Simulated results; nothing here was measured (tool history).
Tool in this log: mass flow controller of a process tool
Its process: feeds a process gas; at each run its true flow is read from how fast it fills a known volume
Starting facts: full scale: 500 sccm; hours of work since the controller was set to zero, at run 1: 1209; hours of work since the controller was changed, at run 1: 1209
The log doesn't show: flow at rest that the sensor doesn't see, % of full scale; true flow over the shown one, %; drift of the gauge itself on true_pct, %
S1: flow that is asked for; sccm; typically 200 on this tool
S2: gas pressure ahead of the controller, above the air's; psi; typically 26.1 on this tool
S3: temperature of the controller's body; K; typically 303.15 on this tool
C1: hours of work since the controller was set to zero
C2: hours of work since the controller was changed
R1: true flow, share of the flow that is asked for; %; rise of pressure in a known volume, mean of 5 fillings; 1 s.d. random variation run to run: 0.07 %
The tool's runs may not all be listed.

run,hour,S1,S2,S3,C1,C2,R1
1,0.0,200,26.1,303.15,1209,1209,98.54
2,86.6,152,26.1,303.15,1259,1259,98.63
3,189.4,152,26.1,303.15,1319,1319,98.66
4,263.3,152,26.1,303.15,1362,1362,98.79
5,306.2,200,26.1,303.15,1387,1387,98.92
6,400.4,200,26.1,303.15,1442,1442,99.04
7,486.8,200,26.1,303.15,1492,1492,98.90
8,531.4,200,26.1,303.15,1518,1518,99.05
9,608.3,200,26.1,310.15,1562,1562,98.41
10,703.9,200,26.1,310.15,1618,1618,98.55
11,799.0,71,26.1,303.15,1673,1673,98.87
12,874.2,71,26.1,303.15,1717,1717,98.91
13,952.6,62,26.1,303.15,1763,1763,98.96
14,1028.8,62,21.0,303.15,1807,1807,98.92
15,1082.6,62,21.0,303.15,1838,1838,98.94
# hour 1145.1: gauge calibrated
16,1159.7,200,36.7,303.15,1883,1883,98.96
17,1230.7,200,36.7,303.15,1924,1924,99.05
18,1316.0,81,26.1,303.15,1974,1974,98.45
19,1416.8,81,26.1,303.15,2032,2032,98.47
20,1461.7,81,26.1,303.15,2058,2058,98.66
21,1534.5,81,26.1,303.15,2101,2101,98.52
22,1600.7,81,26.1,303.15,2139,2139,98.70
23,1655.4,81,26.1,303.15,2171,2171,98.74
24,1720.6,200,23.4,303.15,2209,2209,99.08
25,1788.3,200,33.5,300.15,2248,2248,99.42
26,1887.8,249,26.5,303.15,2306,2306,99.32
27,1968.7,200,26.1,303.15,2353,2353,99.27
28,2056.5,200,26.1,308.15,2404,2404,98.86
# hour 2077.0: gauge calibrated
29,2102.1,64,22.2,303.15,2431,2431,98.33
30,2189.7,272,26.1,303.15,2482,2482,99.15
31,2238.7,272,26.1,303.15,2510,2510,98.96
32,2293.9,212,37.9,301.15,2542,2542,99.29
33,2364.1,212,37.9,301.15,2583,2583,99.28
34,2460.9,186,23.1,297.15,2639,2639,99.40
35,2515.1,115,32.6,300.15,2671,2671,99.09
36,2571.3,67,22.9,300.15,2704,2704,98.73
37,2661.3,64,29.7,299.15,2756,2756,99.10
38,2742.6,214,29.7,308.15,2803,2803,98.94
39,2842.4,200,21.0,309.15,2861,2861,98.42
40,2924.7,283,23.9,311.15,2909,2909,98.74
41,3020.2,283,23.9,311.15,2964,2964,98.84
42,3111.2,200,36.7,302.15,3017,3017,99.71
43,3158.7,207,26.7,302.15,3045,3045,99.42
44,3226.2,200,39.3,303.15,3084,3084,99.74
45,3305.2,147,32.2,305.15,3130,3130,99.22
46,3407.9,294,20.9,305.15,3190,3190,99.65
47,3461.0,294,20.9,305.15,3221,3221,99.66
48,3535.6,294,20.9,305.15,3264,3264,99.67

Each row is a separate what-if for the run after 48, all from the same tool condition, not one after another. Results?
A,3584.2,294,21.0,310.15,3292,3292,?
B,3584.2,91,34.2,307.15,3292,3292,?
C,3584.2,294,23.2,305.15,3292,3292,?
D,3584.2,235,29.2,299.15,3292,3292,?

run,R1
A,99.32
B,99.08
C,99.68
D,100.18
With no hidden state in the tool, these same runs would have given:
run,R1
A,98.33
B,98.10
C,98.69
D,99.18
